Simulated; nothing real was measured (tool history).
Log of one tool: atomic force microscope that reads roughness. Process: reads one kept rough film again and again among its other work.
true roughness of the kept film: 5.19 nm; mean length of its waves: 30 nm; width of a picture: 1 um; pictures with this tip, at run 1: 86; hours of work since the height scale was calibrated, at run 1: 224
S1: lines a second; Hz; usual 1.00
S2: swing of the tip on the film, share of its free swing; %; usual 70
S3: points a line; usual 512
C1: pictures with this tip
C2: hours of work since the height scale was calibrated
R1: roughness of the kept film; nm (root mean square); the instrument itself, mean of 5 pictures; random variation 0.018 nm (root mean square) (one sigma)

| run | hour | S1 | S2 | S3 | C1 | C2 | R1 |
|---|---|---|---|---|---|---|---|
| 1 | 0.0 | 1.00 | 70 | 512 | 86 | 224 | 4.275 |
| 2 | 9.6 | 1.00 | 70 | 512 | 94 | 230 | 4.229 |
| 3 | 23.9 | 1.00 | 70 | 512 | 106 | 238 | 4.238 |
| 4 | 34.7 | 1.00 | 70 | 512 | 115 | 244 | 4.172 |
| 5 | 45.7 | 1.00 | 70 | 512 | 124 | 250 | 4.213 |
| 6 | 53.4 | 1.00 | 70 | 512 | 131 | 254 | 4.148 |
| 7 | 67.3 | 1.00 | 70 | 512 | 143 | 262 | 4.129 |
| 8 | 77.8 | 1.00 | 70 | 512 | 152 | 268 | 4.092 |
| 9 | 88.9 | 1.00 | 70 | 496 | 161 | 274 | 4.057 |
| 10 | 96.4 | 1.00 | 70 | 496 | 167 | 278 | 4.041 |
| 11 | 109.9 | 0.51 | 70 | 496 | 179 | 286 | 4.115 |
| 12 | 120.3 | 1.15 | 61 | 512 | 188 | 291 | 4.060 |
| 13 | 129.4 | 1.15 | 61 | 512 | 195 | 296 | 4.080 |
| 14 | 141.3 | 1.15 | 61 | 512 | 206 | 303 | 4.012 |
| 15 | 152.4 | 3.11 | 61 | 914 | 215 | 309 | 3.859 |
|  | 155.8 | new tip fitted |
| 16 | 168.1 | 2.01 | 76 | 427 | 11 | 318 | 4.167 |

Forecast each of these 4 alternatives for the next run:
| A | 180.5 | 3.50 | 70 | 512 | 21 | 325 | ? |
| B | 180.5 | 2.01 | 63 | 678 | 21 | 325 | ? |
| C | 180.5 | 0.95 | 76 | 427 | 21 | 325 | ? |
| D | 180.5 | 0.59 | 69 | 723 | 21 | 325 | ? |

| run | R1 |
|---|---|
| A | 4.090 |
| B | 4.410 |
| C | 4.355 |
| D | 4.503 |
Without the tool's hidden state the same runs would have given:
| run | R1 |
|---|---|
| A | 4.149 |
| B | 4.474 |
| C | 4.417 |
| D | 4.567 |

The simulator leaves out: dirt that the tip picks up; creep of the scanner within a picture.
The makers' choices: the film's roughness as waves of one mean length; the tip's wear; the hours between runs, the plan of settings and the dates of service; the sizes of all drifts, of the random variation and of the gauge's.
